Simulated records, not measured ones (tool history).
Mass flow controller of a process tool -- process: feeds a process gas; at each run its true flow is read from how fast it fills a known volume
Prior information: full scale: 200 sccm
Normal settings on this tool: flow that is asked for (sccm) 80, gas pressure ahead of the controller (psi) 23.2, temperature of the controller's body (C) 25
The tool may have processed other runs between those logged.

| run | hour | flow that is asked for (sccm) | gas pressure ahead of the controller (psi) | temperature of the controller's body (C) | true flow (%) |
|---|---|---|---|---|---|
| 1 | 0.0 | 80 | 23.2 | 25 | 100.99 |
| 2 | 174.0 | 80 | 28.3 | 25 | 101.12 |
| 3 | 387.9 | 80 | 23.2 | 25 | 101.06 |
| 4 | 549.2 | 80 | 23.2 | 25 | 101.31 |
| 5 | 744.1 | 80 | 23.2 | 25 | 101.25 |
| 6 | 934.6 | 80 | 33.1 | 25 | 101.61 |
| 7 | 1176.8 | 80 | 25.2 | 25 | 101.33 |
| 8 | 1350.8 | 191 | 23.2 | 25 | 102.22 |
| 9 | 1465.5 | 173 | 23.2 | 25 | 102.06 |
| 10 | 1712.8 | 132 | 23.2 | 25 | 101.94 |
| 11 | 1967.2 | 132 | 23.2 | 25 | 102.04 |
| 12 | 2229.8 | 132 | 23.2 | 25 | 102.08 |
| 13 | 2489.6 | 132 | 23.2 | 25 | 102.23 |
| 14 | 2653.8 | 80 | 23.2 | 20 | 101.51 |
| 15 | 2802.3 | 80 | 23.2 | 20 | 101.66 |
| 16 | 2999.3 | 80 | 23.2 | 25 | 102.13 |
| 17 | 3115.6 | 80 | 23.2 | 25 | 102.04 |
| 18 | 3269.9 | 80 | 23.2 | 25 | 102.20 |
| 19 | 3531.9 | 80 | 23.2 | 25 | 102.32 |
| 20 | 3760.7 | 80 | 23.2 | 25 | 102.35 |

What will run 21 give?
| 21 | 3937.7 | 80 | 21.6 | 36 | ? |

{"run 21": {"true flow (%)": 103.33}}
Were there no unlogged condition in the tool, this run, its random variation unchanged, would have produced true flow (%) 99.85.
